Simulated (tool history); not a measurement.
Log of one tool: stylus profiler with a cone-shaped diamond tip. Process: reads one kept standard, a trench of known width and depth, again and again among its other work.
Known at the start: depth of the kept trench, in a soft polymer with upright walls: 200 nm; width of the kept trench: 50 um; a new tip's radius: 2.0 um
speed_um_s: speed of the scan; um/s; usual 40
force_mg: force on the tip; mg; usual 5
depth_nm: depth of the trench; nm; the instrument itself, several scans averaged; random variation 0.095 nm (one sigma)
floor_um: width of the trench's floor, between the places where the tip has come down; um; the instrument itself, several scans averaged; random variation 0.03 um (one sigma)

run     day  speed_um_s  force_mg  depth_nm  floor_um
  1       0          40         5    204.76     47.54
  2   1.712          40         5    204.84     47.52
  3   4.192          40         5    204.85      47.5
  4   5.717          40         5    204.78     47.49
  5   8.121          40         5    204.59     47.44
  6  10.242          40         5    204.77     47.51
     10.383  -- height scale calibrated on a step standard
  7  12.579          40         5    204.66     47.44
  8  14.638          11         5    204.64     47.54
  9  16.433          75     12.63    209.16     47.32
     18.929  -- height scale calibrated on a step standard, once more
 10  18.929          26     12.43    209.66     47.44
 11  20.262          26     12.43    210.15     47.49
 12  22.479          28     14.09    210.49     47.43
 13  23.929         135      5.49    205.51     46.95
 14  25.258          21         5    205.21      47.4
 15  27.779          43      2.19     203.2      47.2

Forecast each of these 3 alternatives for the next run:
  A  29.392          77      4.04         ?         ?
  B  29.392          40      2.27         ?         ?
  C  29.392          40      3.04         ?         ?

run  depth_nm  floor_um
  A    204.57     47.13
  B    203.12     47.17
  C    203.76     47.29
Without the tool's hidden state the same runs would have given:
run  depth_nm  floor_um
  A    204.68     47.91
  B    203.22     47.96
  C    203.86     48.08
